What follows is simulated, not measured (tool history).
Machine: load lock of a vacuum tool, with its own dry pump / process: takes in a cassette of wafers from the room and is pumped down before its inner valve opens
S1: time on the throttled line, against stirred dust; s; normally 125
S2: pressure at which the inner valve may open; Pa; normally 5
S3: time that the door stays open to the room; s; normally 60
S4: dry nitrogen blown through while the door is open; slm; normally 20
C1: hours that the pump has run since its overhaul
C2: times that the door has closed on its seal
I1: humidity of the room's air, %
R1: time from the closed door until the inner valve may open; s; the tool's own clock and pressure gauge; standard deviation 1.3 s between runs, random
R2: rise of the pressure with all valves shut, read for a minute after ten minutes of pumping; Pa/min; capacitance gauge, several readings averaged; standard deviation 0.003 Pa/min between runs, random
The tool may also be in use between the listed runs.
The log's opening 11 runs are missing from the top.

-- hour=4835.4 door's seal changed, seat wiped
run 12 hour=5054.2 | S1=125 S2=5 S3=60 S4=8 | C1=14921 C2=705 | I1=46.3 | R1=222.7 R2=0.048
run 13 hour=5543.6 | S1=125 S2=5 S3=61 S4=8 | C1=15411 C2=2281 | I1=47.1 | R1=222.1 R2=0.059
run 14 hour=5989.2 | S1=125 S2=5 S3=61 S4=8 | C1=15856 C2=3716 | I1=46.2 | R1=226.5 R2=0.066
run 15 hour=6595.8 | S1=125 S2=5 S3=61 S4=8 | C1=16463 C2=5669 | I1=45 | R1=224.7 R2=0.076
run 16 hour=7248.8 | S1=125 S2=5 S3=61 S4=8 | C1=17116 C2=7773 | I1=49.1 | R1=227.3 R2=0.102
run 17 hour=7739.7 | S1=125 S2=5 S3=61 S4=8 | C1=17607 C2=9353 | I1=44.6 | R1=227.5 R2=0.115
run 18 hour=8035.5 | S1=125 S2=5 S3=61 S4=8 | C1=17903 C2=10306 | I1=49.5 | R1=227.7 R2=0.124
run 19 hour=8481 | S1=125 S2=5 S3=60 S4=20 | C1=18348 C2=11741 | I1=42.5 | R1=225.5 R2=0.127

What will run 20 give?
run 20 hour=8940.8 | S1=125 S2=5 S3=29 S4=10 | C1=18808 C2=13221 | I1=43.7 | R1=? R2=?

Run 20 came out at R1 229.6 s, R2 0.137 Pa/min.
Were there no unlogged condition in the tool, this run, its random variation unchanged, would have produced R1 208.8 s, R2 0.024 Pa/min.
